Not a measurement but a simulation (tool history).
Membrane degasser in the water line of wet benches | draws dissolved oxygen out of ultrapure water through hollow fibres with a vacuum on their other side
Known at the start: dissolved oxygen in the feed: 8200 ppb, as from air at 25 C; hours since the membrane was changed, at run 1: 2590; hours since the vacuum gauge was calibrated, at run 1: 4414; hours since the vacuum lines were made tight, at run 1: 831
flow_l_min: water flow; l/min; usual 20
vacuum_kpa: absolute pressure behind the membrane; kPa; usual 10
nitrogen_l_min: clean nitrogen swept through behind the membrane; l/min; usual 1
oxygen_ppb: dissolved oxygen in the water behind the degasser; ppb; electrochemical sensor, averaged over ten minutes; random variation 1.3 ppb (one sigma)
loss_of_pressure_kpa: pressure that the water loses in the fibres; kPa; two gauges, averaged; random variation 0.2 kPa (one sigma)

run,hour,flow_l_min,vacuum_kpa,nitrogen_l_min,hours since the membrane was changed,hours since the vacuum gauge was calibrated,hours since the vacuum lines were made tight,oxygen_ppb,loss_of_pressure_kpa
1,0,20,10,1,2590,4414,831,314.9,43.56
2,126.2,20,10,1,2716,4540,957,314.8,44.18
3,206.7,20,10,1,2796,4621,1038,316.2,43.8
4,327.2,20,10,1,2917,4741,1158,316.1,43.88
5,415.4,29,10,1,3005,4829,1246,441.5,63.23
6,563.7,27,10,1,3153,4977,1395,418,58.69
7,680.9,20,19.2,1,3271,5095,1512,687.5,43.64
8,786.7,20,19.2,1,3376,5200,1618,684.2,43.24
9,894.2,20,19.2,1,3484,5308,1725,680.9,43.7
10,1007.1,20,16.6,0.49,3597,5421,1838,1004.7,43.34
11,1088.5,20,16.6,0.49,3678,5502,1919,1006.7,43.45
# hour 1198.4: vacuum gauge calibrated
12,1204.4,26,10,1,3794,6,2035,403.9,56.82
13,1298.3,26,10,1.03,3887,100,2129,398.6,56.89
14,1445.5,23,16.9,2.58,4035,247,2276,312.5,49.7

Forecast each of these 5 alternatives for the next run:
A,1515.5,29,7,2.8,4105,317,2346,?,?
B,1515.5,20,7.4,1,4105,317,2346,?,?
C,1515.5,23,8.8,1.08,4105,317,2346,?,?
D,1515.5,23,15.7,2.58,4105,317,2346,?,?
E,1515.5,15,10,2.1,4105,317,2346,?,?

run,oxygen_ppb,loss_of_pressure_kpa
A,138.1,63.06
B,208.1,43.68
C,286.5,50.59
D,288.1,50.53
E,128.1,32.78
Without the tool's hidden state the same runs would have given:
run,oxygen_ppb,loss_of_pressure_kpa
A,136.8,63.02
B,206.3,43.65
C,284.1,50.55
D,285.7,50.49
E,127.1,32.76
